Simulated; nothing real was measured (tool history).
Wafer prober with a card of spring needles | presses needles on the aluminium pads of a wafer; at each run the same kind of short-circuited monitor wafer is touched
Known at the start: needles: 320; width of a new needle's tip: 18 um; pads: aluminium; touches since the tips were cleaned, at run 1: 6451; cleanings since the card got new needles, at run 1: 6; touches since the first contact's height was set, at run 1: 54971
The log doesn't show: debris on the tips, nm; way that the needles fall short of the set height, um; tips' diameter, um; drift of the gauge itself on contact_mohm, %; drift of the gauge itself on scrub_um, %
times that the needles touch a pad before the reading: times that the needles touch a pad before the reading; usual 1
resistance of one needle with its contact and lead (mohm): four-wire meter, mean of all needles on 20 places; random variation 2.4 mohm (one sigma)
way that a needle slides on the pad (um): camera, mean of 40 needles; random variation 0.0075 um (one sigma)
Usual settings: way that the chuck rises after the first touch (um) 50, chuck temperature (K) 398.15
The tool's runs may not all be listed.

run   hour  way that the chuck rises after the first touch (um)  chuck temperature (K)  times that the needles touch a pad before the reading  touches since the tips were cleaned  cleanings since the card got new needles  touches since the first contact's height was set  resistance of one needle with its contact and lead (mohm)  way that a needle slides on the pad (um)
  1    0.0                                                   50                 398.15                                                      1                                 6451                                         6                                             54971                                                        343                                     6.491
       3.6  -- tips cleaned on abrasive film
      22.0  -- tips cleaned on abrasive film
  2   26.4                                                   50                 301.15                                                      1                                 2208                                         8                                             68086                                                        290                                     6.495
      37.7  -- tips cleaned on abrasive film
      52.8  -- tips cleaned on abrasive film
      69.8  -- tips cleaned on abrasive film
  3   69.8                                                   50                 398.15                                                      3                                    0                                        11                                             89596                                                        278                                     6.471
      86.9  -- tips cleaned on abrasive film
  4  100.6                                                   50                 353.15                                                      1                                 6847                                        12                                            104927                                                        334                                     6.461
     103.9  -- tips cleaned on abrasive film
     120.2  -- tips cleaned on abrasive film
  5  127.8                                                   50                 353.15                                                      1                                 3801                                        14                                            118426                                                        320                                     6.442
     138.3  -- tips cleaned on abrasive film
     154.9  -- tips cleaned on abrasive film
     170.0  -- tips cleaned on abrasive film
  6  180.1                                                   36                 398.15                                                      1                                 5088                                        17                                            144433                                                        399                                     4.593
     187.7  -- tips cleaned on abrasive film
  7  202.4                                                   36                 398.15                                                      1                                 7318                                        18                                            155485                                                        417                                     4.605
     205.8  -- tips cleaned on abrasive film
     224.0  -- tips cleaned on abrasive film
     241.9  -- tips cleaned on abrasive film
  8  243.8                                                   34                 398.15                                                      1                                  915                                        21                                            176027                                                        324                                     4.329
     257.2  -- tips cleaned on abrasive film
     273.8  -- tips cleaned on abrasive film
  9  283.0                                                   34                 398.15                                                      1                                 4595                                        23                                            195538                                                        410                                     4.307
     290.6  -- tips cleaned on abrasive film
     306.4  -- tips cleaned on abrasive film
     323.2  -- tips cleaned on abrasive film
 10  323.2                                                   34                 398.15                                                      1                                    0                                        26                                            215457                                                        291                                     4.285
     326.3  -- height of the first contact set anew
     340.2  -- tips cleaned on abrasive film
 11  347.5                                                   34                 398.15                                                      1                                 3631                                        27                                             10532                                                        394                                     4.433

3 ways to go on from here, each from the tool as it stands after run 11. What would each give?
     356.0  -- tips cleaned on abrasive film
     373.1  -- tips cleaned on abrasive film
     391.3  -- tips cleaned on abrasive film
  A  396.9                                                   44                 398.15                                                      2                                 2790                                        30                                             35092                                                          ?                                         ?
     356.0  -- tips cleaned on abrasive film
     373.1  -- tips cleaned on abrasive film
     391.3  -- tips cleaned on abrasive film
  B  396.9                                                   31                 355.15                                                      1                                 2790                                        30                                             35092                                                          ?                                         ?
     356.0  -- tips cleaned on abrasive film
     373.1  -- tips cleaned on abrasive film
     391.3  -- tips cleaned on abrasive film
  C  396.9                                                   57                 388.15                                                      2                                 2790                                        30                                             35092                                                          ?                                         ?

run  resistance of one needle with its contact and lead (mohm)  way that a needle slides on the pad (um)
  A                                                        308                                     5.718
  B                                                        397                                     4.020
  C                                                        288                                     7.417
Without the tool's hidden state the same runs would have given:
run  resistance of one needle with its contact and lead (mohm)  way that a needle slides on the pad (um)
  A                                                        271                                     5.742
  B                                                        272                                     4.044
  C                                                        264                                     7.441
